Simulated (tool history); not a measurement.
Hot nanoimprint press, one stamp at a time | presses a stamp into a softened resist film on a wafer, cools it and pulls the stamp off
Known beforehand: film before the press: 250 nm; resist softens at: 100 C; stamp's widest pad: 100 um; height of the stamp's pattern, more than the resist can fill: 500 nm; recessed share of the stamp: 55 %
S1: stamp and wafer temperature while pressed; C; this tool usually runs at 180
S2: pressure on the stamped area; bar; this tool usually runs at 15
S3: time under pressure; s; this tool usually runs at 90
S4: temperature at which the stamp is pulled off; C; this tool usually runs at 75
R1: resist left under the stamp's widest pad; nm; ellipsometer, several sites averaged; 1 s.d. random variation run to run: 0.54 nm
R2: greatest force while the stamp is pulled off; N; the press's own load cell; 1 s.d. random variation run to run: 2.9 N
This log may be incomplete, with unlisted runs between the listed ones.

run 1 hour=0 | S1=180 S2=15 S3=90 S4=75 | R1=151.3 R2=131
run 2 hour=58.1 | S1=180 S2=15 S3=90 S4=75 | R1=150.1 R2=139
run 3 hour=91.5 | S1=180 S2=15 S3=90 S4=75 | R1=149.9 R2=136
run 4 hour=157.2 | S1=180 S2=16.4 S3=90 S4=75 | R1=144 R2=139
-- hour=181.9 press's hydraulic seals changed and the load cell set to zero
run 5 hour=229.9 | S1=180 S2=16.4 S3=90 S4=75 | R1=144.5 R2=139
run 6 hour=304.9 | S1=180 S2=16.4 S3=90 S4=75 | R1=144.2 R2=135
-- hour=343.1 plate thermocouple calibrated
run 7 hour=387.2 | S1=180 S2=16.4 S3=90 S4=75 | R1=144.1 R2=136
run 8 hour=448.5 | S1=180 S2=15 S3=90 S4=75 | R1=149.5 R2=136
run 9 hour=497 | S1=180 S2=15 S3=90 S4=75 | R1=149.9 R2=139
run 10 hour=550.2 | S1=180 S2=15 S3=90 S4=75 | R1=150.3 R2=137
run 11 hour=623.2 | S1=180 S2=15 S3=90 S4=81 | R1=150.8 R2=125
-- hour=684.7 stamp cleaned and given a new release coat
run 12 hour=702 | S1=180 S2=15 S3=90 S4=81 | R1=150.2 R2=121
run 13 hour=762.5 | S1=180 S2=15 S3=90 S4=71 | R1=149.7 R2=147
-- hour=786.7 plate thermocouple calibrated
run 14 hour=819.1 | S1=180 S2=15 S3=90 S4=71 | R1=149.5 R2=148
run 15 hour=872.1 | S1=180 S2=15 S3=90 S4=75 | R1=149.6 R2=134
run 16 hour=916.4 | S1=186 S2=20.4 S3=90 S4=63 | R1=107.4 R2=166
run 17 hour=962.1 | S1=178 S2=16.4 S3=94 S4=75 | R1=151.5 R2=140
run 18 hour=1021.7 | S1=180 S2=15.7 S3=47 S4=75 | R1=174.9 R2=138
run 19 hour=1099.4 | S1=180 S2=15.7 S3=47 S4=75 | R1=174.4 R2=141
run 20 hour=1158.9 | S1=180 S2=15.7 S3=47 S4=75 | R1=174.6 R2=133
-- hour=1228.7 plate thermocouple calibrated
run 21 hour=1239.9 | S1=183 S2=15.7 S3=179 S4=75 | R1=106.3 R2=135
run 22 hour=1306.4 | S1=183 S2=11.7 S3=139 S4=75 | R1=134.8 R2=138
run 23 hour=1343 | S1=180 S2=15 S3=97 S4=73 | R1=146.9 R2=144
-- hour=1365.3 stamp cleaned and given a new release coat
-- hour=1380.3 press's hydraulic seals changed and the load cell set to zero
run 24 hour=1433.5 | S1=189 S2=15 S3=62 S4=80 | R1=130.2 R2=126
run 25 hour=1509.6 | S1=180 S2=15 S3=90 S4=75 | R1=150.6 R2=140
run 26 hour=1576.2 | S1=180 S2=15 S3=90 S4=75 | R1=149.1 R2=138
run 27 hour=1651.6 | S1=180 S2=10.7 S3=67 S4=77 | R1=184.4 R2=130
-- hour=1681 plate thermocouple calibrated
run 28 hour=1700.8 | S1=180 S2=10.7 S3=67 S4=77 | R1=183.5 R2=129
run 29 hour=1759.7 | S1=190 S2=10.3 S3=90 S4=75 | R1=135.2 R2=137

Below are 4 alternative next runs, each starting from the tool's condition after run 29. Predict each:
run A hour=1835.6 | S1=190 S2=10.3 S3=122 S4=63 | R1=? R2=?
run B hour=1835.6 | S1=187 S2=10.3 S3=166 S4=67 | R1=? R2=?
run C hour=1835.6 | S1=170 S2=22.5 S3=60 S4=75 | R1=? R2=?
run D hour=1835.6 | S1=180 S2=15 S3=76 S4=78 | R1=? R2=?

run=A R1=121.1 R2=164
run=B R1=119.7 R2=150
run=C R1=185.1 R2=140
run=D R1=157.9 R2=134
With the hidden condition removed and each run's random variation left untouched, the same runs would have given:
run=A R1=121.1 R2=163
run=B R1=119.6 R2=148
run=C R1=185 R2=139
run=D R1=157.8 R2=132
